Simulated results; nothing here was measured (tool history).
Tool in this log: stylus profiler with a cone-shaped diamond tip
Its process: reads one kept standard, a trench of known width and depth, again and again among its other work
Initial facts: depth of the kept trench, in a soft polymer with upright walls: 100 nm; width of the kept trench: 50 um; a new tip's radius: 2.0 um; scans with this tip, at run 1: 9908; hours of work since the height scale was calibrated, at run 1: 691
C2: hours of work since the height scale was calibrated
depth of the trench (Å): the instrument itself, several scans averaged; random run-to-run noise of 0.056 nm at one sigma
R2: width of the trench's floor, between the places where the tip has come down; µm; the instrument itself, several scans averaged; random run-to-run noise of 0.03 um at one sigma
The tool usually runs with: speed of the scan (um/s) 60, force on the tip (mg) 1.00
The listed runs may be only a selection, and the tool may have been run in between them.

{"run": 1, "hour": 0.0, "speed of the scan (um/s)": 60, "force on the tip (mg)": 1.0, "scans with this tip": 9908, "C2": 691, "depth of the trench (Å)": 1007.1, "R2": 48.01}
{"run": 2, "hour": 44.7, "speed of the scan (um/s)": 60, "force on the tip (mg)": 1.0, "scans with this tip": 10417, "C2": 726, "depth of the trench (Å)": 1006.5, "R2": 48.0}
{"run": 3, "hour": 94.2, "speed of the scan (um/s)": 60, "force on the tip (mg)": 2.22, "scans with this tip": 10981, "C2": 765, "depth of the trench (Å)": 1012.4, "R2": 48.14}
{"run": 4, "hour": 129.9, "speed of the scan (um/s)": 60, "force on the tip (mg)": 2.22, "scans with this tip": 11388, "C2": 794, "depth of the trench (Å)": 1011.5, "R2": 48.13}
{"run": 5, "hour": 161.7, "speed of the scan (um/s)": 60, "force on the tip (mg)": 2.22, "scans with this tip": 11751, "C2": 819, "depth of the trench (Å)": 1011.8, "R2": 48.12}
{"run": 6, "hour": 198.6, "speed of the scan (um/s)": 60, "force on the tip (mg)": 0.73, "scans with this tip": 12170, "C2": 848, "depth of the trench (Å)": 1006.0, "R2": 47.92}
{"run": 7, "hour": 237.5, "speed of the scan (um/s)": 60, "force on the tip (mg)": 0.73, "scans with this tip": 12614, "C2": 879, "depth of the trench (Å)": 1006.4, "R2": 47.9}
{"run": 8, "hour": 270.5, "speed of the scan (um/s)": 60, "force on the tip (mg)": 0.73, "scans with this tip": 12991, "C2": 906, "depth of the trench (Å)": 1006.7, "R2": 47.94}
{"run": 9, "hour": 302.4, "speed of the scan (um/s)": 60, "force on the tip (mg)": 0.73, "scans with this tip": 13354, "C2": 931, "depth of the trench (Å)": 1006.6, "R2": 47.83}
{"run": 10, "hour": 326.3, "speed of the scan (um/s)": 23, "force on the tip (mg)": 0.73, "scans with this tip": 13627, "C2": 950, "depth of the trench (Å)": 1006.8, "R2": 48.13}
{"run": 11, "hour": 354.1, "speed of the scan (um/s)": 23, "force on the tip (mg)": 0.73, "scans with this tip": 13943, "C2": 972, "depth of the trench (Å)": 1006.7, "R2": 48.14}
{"run": 12, "hour": 383.7, "speed of the scan (um/s)": 82, "force on the tip (mg)": 1.0, "scans with this tip": 14280, "C2": 995, "depth of the trench (Å)": 1007.8, "R2": 47.67}
{"run": 13, "hour": 430.2, "speed of the scan (um/s)": 60, "force on the tip (mg)": 1.92, "scans with this tip": 14811, "C2": 1032, "depth of the trench (Å)": 1011.9, "R2": 48.05}
{"run": 14, "hour": 470.5, "speed of the scan (um/s)": 22, "force on the tip (mg)": 1.92, "scans with this tip": 15270, "C2": 1064, "depth of the trench (Å)": 1012.0, "R2": 48.18}
{"run": 15, "hour": 509.3, "speed of the scan (um/s)": 60, "force on the tip (mg)": 2.75, "scans with this tip": 15711, "C2": 1095, "depth of the trench (Å)": 1014.1, "R2": 48.06}
{"run": 16, "hour": 556.3, "speed of the scan (um/s)": 60, "force on the tip (mg)": 2.75, "scans with this tip": 16248, "C2": 1133, "depth of the trench (Å)": 1012.9, "R2": 48.05}
{"run": 17, "hour": 580.0, "speed of the scan (um/s)": 60, "force on the tip (mg)": 2.75, "scans with this tip": 16518, "C2": 1151, "depth of the trench (Å)": 1013.7, "R2": 48.05}
{"run": 18, "hour": 631.6, "speed of the scan (um/s)": 60, "force on the tip (mg)": 0.77, "scans with this tip": 17106, "C2": 1192, "depth of the trench (Å)": 1008.4, "R2": 47.76}
{"run": 19, "hour": 659.9, "speed of the scan (um/s)": 96, "force on the tip (mg)": 0.77, "scans with this tip": 17428, "C2": 1215, "depth of the trench (Å)": 1007.4, "R2": 47.46}
{"run": 20, "hour": 710.7, "speed of the scan (um/s)": 60, "force on the tip (mg)": 1.0, "scans with this tip": 18007, "C2": 1255, "depth of the trench (Å)": 1007.8, "R2": 47.8}
{"run": 21, "hour": 745.5, "speed of the scan (um/s)": 60, "force on the tip (mg)": 1.0, "scans with this tip": 18404, "C2": 1283, "depth of the trench (Å)": 1009.1, "R2": 47.74}
{"run": 22, "hour": 767.3, "speed of the scan (um/s)": 50, "force on the tip (mg)": 1.0, "scans with this tip": 18652, "C2": 1300, "depth of the trench (Å)": 1008.9, "R2": 47.85}
{"run": 23, "hour": 815.0, "speed of the scan (um/s)": 60, "force on the tip (mg)": 1.0, "scans with this tip": 19196, "C2": 1338, "depth of the trench (Å)": 1009.5, "R2": 47.76}
{"run": 24, "hour": 848.5, "speed of the scan (um/s)": 60, "force on the tip (mg)": 1.0, "scans with this tip": 19577, "C2": 1365, "depth of the trench (Å)": 1008.9, "R2": 47.78}
{"run": 25, "hour": 894.2, "speed of the scan (um/s)": 60, "force on the tip (mg)": 1.0, "scans with this tip": 20098, "C2": 1401, "depth of the trench (Å)": 1008.7, "R2": 47.68}
{"run": 26, "hour": 944.8, "speed of the scan (um/s)": 48, "force on the tip (mg)": 1.05, "scans with this tip": 20675, "C2": 1441, "depth of the trench (Å)": 1009.4, "R2": 47.84}
{"run": 27, "hour": 996.6, "speed of the scan (um/s)": 85, "force on the tip (mg)": 1.8, "scans with this tip": 21266, "C2": 1482, "depth of the trench (Å)": 1012.2, "R2": 47.71}
{"run": 28, "hour": 1030.8, "speed of the scan (um/s)": 44, "force on the tip (mg)": 2.32, "scans with this tip": 21654, "C2": 1509, "depth of the trench (Å)": 1012.5, "R2": 47.95}
{"run": 29, "hour": 1055.0, "speed of the scan (um/s)": 77, "force on the tip (mg)": 0.42, "scans with this tip": 21931, "C2": 1529, "depth of the trench (Å)": 1005.9, "R2": 47.27}
{"run": 30, "hour": 1092.9, "speed of the scan (um/s)": 77, "force on the tip (mg)": 0.42, "scans with this tip": 22363, "C2": 1559, "depth of the trench (Å)": 1006.3, "R2": 47.26}
{"run": 31, "hour": 1114.0, "speed of the scan (um/s)": 30, "force on the tip (mg)": 2.29, "scans with this tip": 22604, "C2": 1576, "depth of the trench (Å)": 1013.6, "R2": 47.98}
{"run": 32, "hour": 1151.2, "speed of the scan (um/s)": 42, "force on the tip (mg)": 0.39, "scans with this tip": 23027, "C2": 1605, "depth of the trench (Å)": 1006.7, "R2": 47.62}
{"run": 33, "hour": 1175.3, "speed of the scan (um/s)": 61, "force on the tip (mg)": 1.89, "scans with this tip": 23301, "C2": 1624, "depth of the trench (Å)": 1012.3, "R2": 47.76}
{"hour": 1186.8, "done": "new tip fitted, height scale calibrated"}
{"run": 34, "hour": 1209.2, "speed of the scan (um/s)": 93, "force on the tip (mg)": 1.53, "scans with this tip": 255, "C2": 18, "depth of the trench (Å)": 1008.8, "R2": 48.18}
{"run": 35, "hour": 1244.7, "speed of the scan (um/s)": 45, "force on the tip (mg)": 0.49, "scans with this tip": 660, "C2": 46, "depth of the trench (Å)": 1003.7, "R2": 48.25}
{"run": 36, "hour": 1271.2, "speed of the scan (um/s)": 45, "force on the tip (mg)": 0.49, "scans with this tip": 962, "C2": 67, "depth of the trench (Å)": 1004.0, "R2": 48.2}
{"run": 37, "hour": 1308.6, "speed of the scan (um/s)": 45, "force on the tip (mg)": 0.49, "scans with this tip": 1388, "C2": 97, "depth of the trench (Å)": 1002.4, "R2": 48.29}
{"run": 38, "hour": 1352.6, "speed of the scan (um/s)": 161, "force on the tip (mg)": 1.11, "scans with this tip": 1889, "C2": 132, "depth of the trench (Å)": 1006.1, "R2": 47.53}
{"run": 39, "hour": 1375.1, "speed of the scan (um/s)": 26, "force on the tip (mg)": 0.55, "scans with this tip": 2146, "C2": 150, "depth of the trench (Å)": 1004.2, "R2": 48.39}
{"run": 40, "hour": 1410.6, "speed of the scan (um/s)": 26, "force on the tip (mg)": 0.55, "scans with this tip": 2550, "C2": 178, "depth of the trench (Å)": 1004.1, "R2": 48.33}
{"run": 41, "hour": 1457.7, "speed of the scan (um/s)": 72, "force on the tip (mg)": 0.47, "scans with this tip": 3087, "C2": 215, "depth of the trench (Å)": 1003.8, "R2": 47.88}
{"run": 42, "hour": 1483.5, "speed of the scan (um/s)": 18, "force on the tip (mg)": 0.34, "scans with this tip": 3382, "C2": 236, "depth of the trench (Å)": 1003.5, "R2": 48.44}
{"run": 43, "hour": 1511.1, "speed of the scan (um/s)": 18, "force on the tip (mg)": 0.34, "scans with this tip": 3696, "C2": 258, "depth of the trench (Å)": 1003.5, "R2": 48.43}
{"run": 44, "hour": 1550.9, "speed of the scan (um/s)": 18, "force on the tip (mg)": 0.34, "scans with this tip": 4149, "C2": 289, "depth of the trench (Å)": 1003.6, "R2": 48.35}
{"run": 45, "hour": 1582.2, "speed of the scan (um/s)": 22, "force on the tip (mg)": 0.58, "scans with this tip": 4506, "C2": 314, "depth of the trench (Å)": 1005.2, "R2": 48.34}
{"run": 46, "hour": 1614.1, "speed of the scan (um/s)": 30, "force on the tip (mg)": 2.85, "scans with this tip": 4870, "C2": 339, "depth of the trench (Å)": 1013.0, "R2": 48.46}
{"run": 47, "hour": 1656.3, "speed of the scan (um/s)": 206, "force on the tip (mg)": 1.95, "scans with this tip": 5351, "C2": 373, "depth of the trench (Å)": 1010.3, "R2": 47.49}

Entry by entry between the runs, the difference in hidden state between the last listed run before and the first listed run after:
Runs 33 to 34: new tip fitted, height scale calibrated (hour 1186.8)
  radius of the tip, um: 4.64 -> 2.1; height scale over the true one, %: 0.338 -> 0.008
  the result without the hidden state subtracted from the measured one, depth of the trench (Å): +3.5 -> +0.1; R2: -0.67 -> -0.03 µm
